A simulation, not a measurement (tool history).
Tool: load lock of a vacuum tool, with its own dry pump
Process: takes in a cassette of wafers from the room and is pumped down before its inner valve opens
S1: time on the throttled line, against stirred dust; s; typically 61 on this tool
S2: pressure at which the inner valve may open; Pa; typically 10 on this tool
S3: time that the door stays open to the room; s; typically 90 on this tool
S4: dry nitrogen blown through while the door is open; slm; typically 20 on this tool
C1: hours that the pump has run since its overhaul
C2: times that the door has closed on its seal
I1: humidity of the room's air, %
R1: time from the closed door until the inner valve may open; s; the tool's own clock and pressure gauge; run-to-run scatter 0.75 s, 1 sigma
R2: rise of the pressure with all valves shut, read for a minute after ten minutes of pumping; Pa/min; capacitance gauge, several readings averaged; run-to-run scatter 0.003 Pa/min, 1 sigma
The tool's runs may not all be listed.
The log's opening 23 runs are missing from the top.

run 24 hour=3664.6 | S1=71 S2=18 S3=52 S4=20 | C1=10502 C2=40015 | I1=47.1 | R1=121.7 R2=0.119
run 25 hour=3794.3 | S1=71 S2=10 S3=81 S4=20 | C1=10632 C2=40454 | I1=44.6 | R1=125.9 R2=0.128
run 26 hour=3946.2 | S1=60 S2=14 S3=86 S4=24 | C1=10784 C2=40967 | I1=47.8 | R1=116.7 R2=0.135
run 27 hour=4171.7 | S1=60 S2=14 S3=86 S4=24 | C1=11009 C2=41731 | I1=45.6 | R1=116.8 R2=0.133
run 28 hour=4326.8 | S1=60 S2=14 S3=86 S4=24 | C1=11164 C2=42255 | I1=46.9 | R1=116.0 R2=0.138
run 29 hour=4477.2 | S1=53 S2=14 S3=29 S4=32 | C1=11315 C2=42764 | I1=42.4 | R1=112.1 R2=0.123
run 30 hour=4635.8 | S1=61 S2=13 S3=210 S4=9 | C1=11473 C2=43301 | I1=45.5 | R1=119.6 R2=0.174
run 31 hour=4795.7 | S1=61 S2=13 S3=210 S4=9 | C1=11633 C2=43842 | I1=43.9 | R1=118.3 R2=0.166
run 32 hour=5016.4 | S1=61 S2=13 S3=210 S4=9 | C1=11854 C2=44589 | I1=45.2 | R1=118.4 R2=0.179
run 33 hour=5115.4 | S1=61 S2=13 S3=210 S4=9 | C1=11953 C2=44924 | I1=48.1 | R1=119.7 R2=0.194
run 34 hour=5217.1 | S1=61 S2=13 S3=210 S4=9 | C1=12055 C2=45268 | I1=46.8 | R1=121.5 R2=0.183
run 35 hour=5416.5 | S1=61 S2=13 S3=30 S4=26 | C1=12254 C2=45942 | I1=44.2 | R1=118.0 R2=0.142
run 36 hour=5623.1 | S1=61 S2=13 S3=30 S4=26 | C1=12461 C2=46641 | I1=44.6 | R1=120.8 R2=0.149
run 37 hour=5825.5 | S1=61 S2=13 S3=30 S4=26 | C1=12663 C2=47326 | I1=42.3 | R1=118.9 R2=0.147

4 ways to go on from here, each from the tool as it stands after run 37. What would each give?
run A hour=5993.0 | S1=61 S2=13 S3=30 S4=12 | C1=12831 C2=47893 | I1=43.1 | R1=? R2=?
run B hour=5993.0 | S1=111 S2=13 S3=30 S4=14 | C1=12831 C2=47893 | I1=44.6 | R1=? R2=?
run C hour=5993.0 | S1=61 S2=10 S3=144 S4=20 | C1=12831 C2=47893 | I1=45.2 | R1=? R2=?
run D hour=5993.0 | S1=46 S2=10 S3=69 S4=9 | C1=12831 C2=47893 | I1=43.0 | R1=? R2=?

run=A R1=117.4 R2=0.150
run=B R1=151.8 R2=0.157
run=C R1=119.6 R2=0.169
run=D R1=112.2 R2=0.167
What these runs would have given with no unlogged condition in the tool:
run=A R1=110.7 R2=0.014
run=B R1=147.0 R2=0.021
run=C R1=112.4 R2=0.031
run=D R1=104.3 R2=0.031

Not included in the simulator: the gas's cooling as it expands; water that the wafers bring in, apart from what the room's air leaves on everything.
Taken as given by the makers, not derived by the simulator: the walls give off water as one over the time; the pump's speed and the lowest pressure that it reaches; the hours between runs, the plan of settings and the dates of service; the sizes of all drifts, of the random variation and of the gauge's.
